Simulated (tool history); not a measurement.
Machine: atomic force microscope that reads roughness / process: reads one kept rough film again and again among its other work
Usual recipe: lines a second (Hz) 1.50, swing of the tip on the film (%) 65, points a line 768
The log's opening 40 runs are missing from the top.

run	hour	lines a second (Hz)	swing of the tip on the film (%)	points a line	pictures with this tip	hours of work since the height scale was calibrated	roughness of the kept film (nm (root mean square))
41	719.0	0.90	65	611	360	75	2.570
# hour 722.6: new tip fitted
42	742.4	0.90	65	611	44	90	2.995
43	763.9	1.50	70	661	91	104	2.877
44	782.9	1.21	60	609	133	116	2.856
45	801.4	1.21	89	547	173	127	2.692
46	815.7	1.84	89	553	205	137	2.581
47	834.1	1.50	65	786	245	148	2.697
48	857.8	1.50	65	786	297	163	2.620

Alternative continuations, all from the tool just after run 48; predict every row:
A	879.6	1.50	60	786	345	177	?
B	879.6	0.54	75	768	345	177	?
C	879.6	1.50	65	528	345	177	?
D	879.6	1.50	57	765	345	177	?

run	roughness of the kept film (nm (root mean square))
A	2.580
B	2.593
C	2.558
D	2.590
Had the tool no hidden state, the same runs would have come out as:
run	roughness of the kept film (nm (root mean square))
A	3.087
B	3.103
C	3.062
D	3.098
